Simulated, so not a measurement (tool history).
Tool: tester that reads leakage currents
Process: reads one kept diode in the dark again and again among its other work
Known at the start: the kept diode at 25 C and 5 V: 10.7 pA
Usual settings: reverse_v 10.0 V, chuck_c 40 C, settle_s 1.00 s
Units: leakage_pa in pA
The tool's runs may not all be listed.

{"run": 1, "hour": 0.0, "reverse_v": 10.0, "chuck_c": 40, "settle_s": 1.0, "leakage_pa": 57.43}
{"run": 2, "hour": 131.4, "reverse_v": 10.0, "chuck_c": 40, "settle_s": 3.11, "leakage_pa": 58.44}
{"run": 3, "hour": 206.3, "reverse_v": 10.0, "chuck_c": 40, "settle_s": 3.11, "leakage_pa": 59.26}
{"run": 4, "hour": 367.4, "reverse_v": 10.0, "chuck_c": 40, "settle_s": 1.0, "leakage_pa": 61.42}
{"hour": 471.3, "done": "chuck's temperature calibrated"}
{"run": 5, "hour": 502.5, "reverse_v": 10.0, "chuck_c": 40, "settle_s": 1.0, "leakage_pa": 53.73}
{"run": 6, "hour": 632.4, "reverse_v": 10.0, "chuck_c": 40, "settle_s": 1.0, "leakage_pa": 55.02}
{"run": 7, "hour": 734.4, "reverse_v": 10.0, "chuck_c": 40, "settle_s": 1.0, "leakage_pa": 55.83}
{"run": 8, "hour": 896.0, "reverse_v": 11.5, "chuck_c": 40, "settle_s": 1.0, "leakage_pa": 62.53}
{"run": 9, "hour": 980.0, "reverse_v": 11.5, "chuck_c": 40, "settle_s": 1.0, "leakage_pa": 63.45}
{"run": 10, "hour": 1071.8, "reverse_v": 11.5, "chuck_c": 40, "settle_s": 1.0, "leakage_pa": 64.46}
{"run": 11, "hour": 1243.2, "reverse_v": 11.5, "chuck_c": 40, "settle_s": 1.0, "leakage_pa": 66.33}
{"hour": 1254.9, "done": "probe card cleaned and baked"}
{"run": 12, "hour": 1352.7, "reverse_v": 11.5, "chuck_c": 40, "settle_s": 1.0, "leakage_pa": 69.49}
{"run": 13, "hour": 1518.8, "reverse_v": 11.5, "chuck_c": 40, "settle_s": 0.31, "leakage_pa": 73.7}
{"hour": 1559.1, "done": "chuck's temperature calibrated"}
{"run": 14, "hour": 1636.6, "reverse_v": 11.5, "chuck_c": 46, "settle_s": 0.31, "leakage_pa": 94.25}
{"run": 15, "hour": 1757.9, "reverse_v": 11.5, "chuck_c": 46, "settle_s": 0.31, "leakage_pa": 96.42}
{"run": 16, "hour": 1874.7, "reverse_v": 10.0, "chuck_c": 40, "settle_s": 3.96, "leakage_pa": 59.31}
{"hour": 1924.0, "done": "tester calibrated"}
{"run": 17, "hour": 2041.3, "reverse_v": 10.0, "chuck_c": 43, "settle_s": 1.0, "leakage_pa": 72.86}
{"hour": 2091.0, "done": "probe card cleaned and baked, once more"}
{"run": 18, "hour": 2185.4, "reverse_v": 12.8, "chuck_c": 40, "settle_s": 1.0, "leakage_pa": 64.66}
{"run": 19, "hour": 2303.5, "reverse_v": 12.8, "chuck_c": 40, "settle_s": 1.0, "leakage_pa": 65.88}
{"run": 20, "hour": 2384.8, "reverse_v": 4.3, "chuck_c": 47, "settle_s": 1.0, "leakage_pa": 55.76}
{"run": 21, "hour": 2468.3, "reverse_v": 1.6, "chuck_c": 42, "settle_s": 1.0, "leakage_pa": 22.3}
{"run": 22, "hour": 2613.1, "reverse_v": 1.6, "chuck_c": 42, "settle_s": 1.0, "leakage_pa": 23.03}
{"hour": 2655.9, "done": "chuck's temperature calibrated"}
{"run": 23, "hour": 2699.6, "reverse_v": 1.6, "chuck_c": 24, "settle_s": 6.12, "leakage_pa": 5.23}
{"run": 24, "hour": 2778.9, "reverse_v": 1.9, "chuck_c": 50, "settle_s": 3.29, "leakage_pa": 38.21}
{"run": 25, "hour": 2947.9, "reverse_v": 1.2, "chuck_c": 40, "settle_s": 1.11, "leakage_pa": 15.11}
{"run": 26, "hour": 3099.6, "reverse_v": 4.7, "chuck_c": 45, "settle_s": 0.9, "leakage_pa": 49.57}
{"run": 27, "hour": 3229.0, "reverse_v": 4.7, "chuck_c": 40, "settle_s": 0.9, "leakage_pa": 36.14}
{"run": 28, "hour": 3387.6, "reverse_v": 8.3, "chuck_c": 40, "settle_s": 7.1, "leakage_pa": 51.86}
{"run": 29, "hour": 3543.8, "reverse_v": 8.3, "chuck_c": 40, "settle_s": 7.1, "leakage_pa": 53.27}
{"run": 30, "hour": 3693.6, "reverse_v": 3.4, "chuck_c": 45, "settle_s": 1.47, "leakage_pa": 44.54}
{"hour": 3738.4, "done": "chuck's temperature calibrated"}
{"run": 31, "hour": 3801.1, "reverse_v": 6.6, "chuck_c": 21, "settle_s": 8.13, "leakage_pa": 11.27}
{"run": 32, "hour": 3893.4, "reverse_v": 19.4, "chuck_c": 21, "settle_s": 1.35, "leakage_pa": 25.03}
{"run": 33, "hour": 4016.6, "reverse_v": 3.5, "chuck_c": 21, "settle_s": 1.35, "leakage_pa": 8.0}
{"run": 34, "hour": 4154.5, "reverse_v": 10.4, "chuck_c": 53, "settle_s": 1.12, "leakage_pa": 136.91}
{"run": 35, "hour": 4313.7, "reverse_v": 10.4, "chuck_c": 53, "settle_s": 1.12, "leakage_pa": 140.33}
{"run": 36, "hour": 4409.1, "reverse_v": 10.4, "chuck_c": 53, "settle_s": 1.12, "leakage_pa": 142.44}
{"run": 37, "hour": 4498.6, "reverse_v": 2.4, "chuck_c": 36, "settle_s": 0.32, "leakage_pa": 19.85}
{"run": 38, "hour": 4620.0, "reverse_v": 2.4, "chuck_c": 56, "settle_s": 4.31, "leakage_pa": 73.11}

Forecast each of these 4 alternatives for the next run:
{"run": "A", "hour": 4690.5, "reverse_v": 8.5, "chuck_c": 40, "settle_s": 7.49, "leakage_pa": "?"}
{"run": "B", "hour": 4690.5, "reverse_v": 3.4, "chuck_c": 26, "settle_s": 0.51, "leakage_pa": "?"}
{"run": "C", "hour": 4690.5, "reverse_v": 1.0, "chuck_c": 47, "settle_s": 1.64, "leakage_pa": "?"}
{"run": "D", "hour": 4690.5, "reverse_v": 19.0, "chuck_c": 25, "settle_s": 6.85, "leakage_pa": "?"}

run=A leakage_pa=56.21
run=B leakage_pa=12.83
run=C leakage_pa=24.38
run=D leakage_pa=36.14
Without the tool's hidden state the same runs would have given:
run=A leakage_pa=45.24
run=B leakage_pa=9.79
run=C leakage_pa=20.65
run=D leakage_pa=24.28
